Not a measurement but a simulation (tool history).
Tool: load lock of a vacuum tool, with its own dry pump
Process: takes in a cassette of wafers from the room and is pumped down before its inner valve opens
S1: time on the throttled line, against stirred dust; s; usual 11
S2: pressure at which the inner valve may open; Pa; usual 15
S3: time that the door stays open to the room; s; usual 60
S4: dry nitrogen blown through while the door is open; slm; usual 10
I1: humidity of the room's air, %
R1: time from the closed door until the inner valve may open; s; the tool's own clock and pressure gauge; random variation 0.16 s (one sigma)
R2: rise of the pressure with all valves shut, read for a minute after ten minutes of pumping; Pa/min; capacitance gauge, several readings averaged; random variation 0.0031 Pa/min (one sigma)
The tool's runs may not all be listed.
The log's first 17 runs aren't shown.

Run 18, day 321.479: usual settings but S1 7 s, S2 12 Pa, S3 80 s, S4 30 slm; I1 41.8. Result: R1 20.0 s, R2 0.680 Pa/min.
Run 19, day 331.692: usual settings but S1 14 s, S2 12 Pa, S3 80 s, S4 6 slm; I1 41.6. Result: R1 24.9 s, R2 0.744 Pa/min.
Run 20, day 356.225: usual settings but S2 16 Pa, S3 38 s, S4 11 slm; I1 45.5. Result: R1 22.5 s, R2 0.728 Pa/min.
At day 363.283: door's seal changed, seat wiped.
Run 21, day 374.338: usual settings but S1 20 s; I1 46.3. Result: R1 28.4 s, R2 0.085 Pa/min.
Run 22, day 398.892: usual settings but S1 20 s; I1 43.8. Result: R1 28.9 s, R2 0.088 Pa/min.
Run 23, day 420.892: usual settings but S1 17 s, S2 13 Pa, S3 165 s; I1 45.4. Result: R1 27.0 s, R2 0.171 Pa/min.
Run 24, day 444.404: usual settings but S1 17 s, S2 19 Pa, S3 165 s, S4 9 slm; I1 45.9. Result: R1 26.7 s, R2 0.184 Pa/min.
Run 25, day 466.796: usual settings but S1 17 s, S3 102 s; I1 45.3. Result: R1 27.2 s, R2 0.144 Pa/min.
Run 26, day 487.171: usual settings but S2 30 Pa, S4 40 slm; I1 43.1. Result: R1 22.0 s, R2 0.083 Pa/min.
Run 27, day 506.288: usual settings but S1 8 s, S2 30 Pa, S4 13 slm; I1 46.0. Result: R1 20.1 s, R2 0.119 Pa/min.
Run 28, day 519.967: usual settings but S2 14 Pa, S3 41 s; I1 45.0. Result: R1 23.7 s, R2 0.114 Pa/min.
Run 29, day 539.762: usual settings but S1 14 s, S2 18 Pa, S3 176 s, S4 9 slm; I1 49.0. Result: R1 24.8 s, R2 0.236 Pa/min.
Run 30, day 560.233: usual settings but S1 14 s, S2 18 Pa, S3 176 s, S4 9 slm; I1 42.9. Result: R1 25.1 s, R2 0.220 Pa/min.

4 ways to go on from here, each from the tool as it stands after run 30. What would each give?
Run A, day 577.888: usual settings but S1 14 s, S2 26 Pa, S3 176 s, S4 9 slm; I1 45.6. Result: R1 ?, R2 ?.
Run B, day 577.888: usual settings but S1 9 s, S2 18 Pa, S3 176 s, S4 35 slm; I1 43.8. Result: R1 ?, R2 ?.
Run C, day 577.888: usual settings but S1 9 s; I1 45.0. Result: R1 ?, R2 ?.
Run D, day 577.888: usual settings but S3 227 s; I1 46.3. Result: R1 ?, R2 ?.

run    R1     R2
  A  24.5  0.245
  B  22.0  0.166
  C  22.3  0.153
  D  24.0  0.274
Without the tool's hidden state the same runs would have given:
run    R1     R2
  A  21.9  0.164
  B  18.8  0.083
  C  19.0  0.071
  D  20.9  0.192
